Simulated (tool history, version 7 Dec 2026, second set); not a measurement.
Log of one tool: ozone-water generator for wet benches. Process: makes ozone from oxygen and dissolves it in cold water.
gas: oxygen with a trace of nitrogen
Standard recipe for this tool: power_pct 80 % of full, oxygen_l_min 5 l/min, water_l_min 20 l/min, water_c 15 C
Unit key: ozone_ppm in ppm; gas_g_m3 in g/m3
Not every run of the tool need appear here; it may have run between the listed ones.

| run | hour | power_pct | oxygen_l_min | water_l_min | water_c | ozone_ppm | gas_g_m3 |
|---|---|---|---|---|---|---|---|
| 1 | 0 | 80 | 5 | 20 | 15 | 29.9 | 263.2 |
| 2 | 132.9 | 80 | 4.49 | 20 | 15 | 29.2 | 275.7 |
| 3 | 229.4 | 80 | 4.49 | 20 | 15 | 29.8 | 270.9 |
| 4 | 360.5 | 80 | 4.49 | 20 | 15 | 29.9 | 272.6 |
| 5 | 460.7 | 80 | 4.49 | 20 | 15 | 29.6 | 273.2 |
| 6 | 541.6 | 59 | 4.49 | 20 | 15 | 23.1 | 211.1 |
| 7 | 607.8 | 59 | 4.49 | 20 | 15 | 23.1 | 213.6 |
| 8 | 697 | 80 | 5 | 20 | 15 | 29.7 | 258.1 |
| 9 | 795.9 | 76 | 5 | 20 | 15 | 28.6 | 244.6 |
| 10 | 930.1 | 76 | 5 | 20 | 15 | 27.8 | 243.7 |
| 11 | 1005.9 | 76 | 5 | 20 | 15 | 28.4 | 246.8 |
|  | 1032.1 | water thermometer calibrated |
| 12 | 1130.5 | 76 | 5 | 20 | 15 | 28.3 | 246.5 |
| 13 | 1264.9 | 80 | 5 | 14 | 15 | 36.9 | 251.1 |
| 14 | 1342.6 | 80 | 5 | 14 | 15 | 36.8 | 252.4 |
| 15 | 1474.9 | 80 | 5 | 14 | 15 | 36.6 | 252.4 |
| 16 | 1532.7 | 80 | 5 | 13 | 15 | 38.5 | 251.7 |
| 17 | 1593.8 | 80 | 4 | 28 | 10 | 22.3 | 279.9 |
|  | 1656.1 | contactor cleaned |
| 18 | 1697.6 | 80 | 4 | 28 | 10 | 22.7 | 279 |
| 19 | 1801.9 | 81 | 6.13 | 13 | 15 | 38.7 | 229.9 |
| 20 | 1866.9 | 81 | 6.13 | 13 | 15 | 39.2 | 227.7 |
| 21 | 1978.4 | 81 | 6.13 | 13 | 15 | 38.7 | 227.8 |
| 22 | 2066.5 | 81 | 4.39 | 13 | 17 | 37.8 | 268.2 |
| 23 | 2150.3 | 80 | 6.68 | 20 | 15 | 29.5 | 217.6 |
| 24 | 2213.5 | 80 | 4.57 | 20 | 15 | 29 | 258.7 |
| 25 | 2337.5 | 62 | 3.76 | 15 | 9 | 30.6 | 234.6 |
| 26 | 2459.9 | 53 | 5 | 20 | 19 | 19.8 | 181.6 |
| 27 | 2572.6 | 99 | 3.87 | 20 | 21 | 30.4 | 329.1 |
| 28 | 2674.8 | 80 | 8.12 | 26 | 15 | 25 | 195.1 |
| 29 | 2806.2 | 80 | 8.12 | 26 | 15 | 24.6 | 191.8 |
| 30 | 2942.4 | 79 | 8.12 | 28 | 15 | 23 | 191.5 |
| 31 | 3063 | 46 | 4.75 | 24 | 8 | 17.5 | 165.3 |
| 32 | 3178.2 | 80 | 5 | 17 | 15 | 31.3 | 242.3 |

Had the tool no unlogged condition, and each run kept its random variation, what would the results have been?
The hidden state here: yield of the discharge, % of new electrodes'; contactor's efficiency, % of a clean one's; true water temperature over the reading, C; drift of the gauge itself on ozone_ppm, %; drift of the gauge itself on gas_g_m3, %.
| run | ozone_ppm | gas_g_m3 |
|---|---|---|
| 1 | 32.2 | 277.3 |
| 2 | 31.5 | 291.4 |
| 3 | 32.2 | 287 |
| 4 | 32.5 | 289.5 |
| 5 | 32.2 | 290.9 |
| 6 | 24.8 | 222 |
| 7 | 24.9 | 224.7 |
| 8 | 32.5 | 276.1 |
| 9 | 31.3 | 261.6 |
| 10 | 30.6 | 261.3 |
| 11 | 31.2 | 265 |
| 12 | 31.2 | 265.4 |
| 13 | 40.8 | 272 |
| 14 | 40.8 | 273.9 |
| 15 | 40.8 | 274.7 |
| 16 | 42.9 | 274.3 |
| 17 | 25 | 305.5 |
| 18 | 24.9 | 305.4 |
| 19 | 42.6 | 252.2 |
| 20 | 43.2 | 250.2 |
| 21 | 42.8 | 250.8 |
| 22 | 41.9 | 296 |
| 23 | 32.8 | 240.4 |
| 24 | 32.2 | 286.1 |
| 25 | 33.4 | 255.3 |
| 26 | 21.5 | 195.7 |
| 27 | 34.6 | 373.1 |
| 28 | 28.1 | 218 |
| 29 | 27.8 | 215 |
| 30 | 26.1 | 215.1 |
| 31 | 19 | 177.7 |
| 32 | 35.7 | 273.9 |
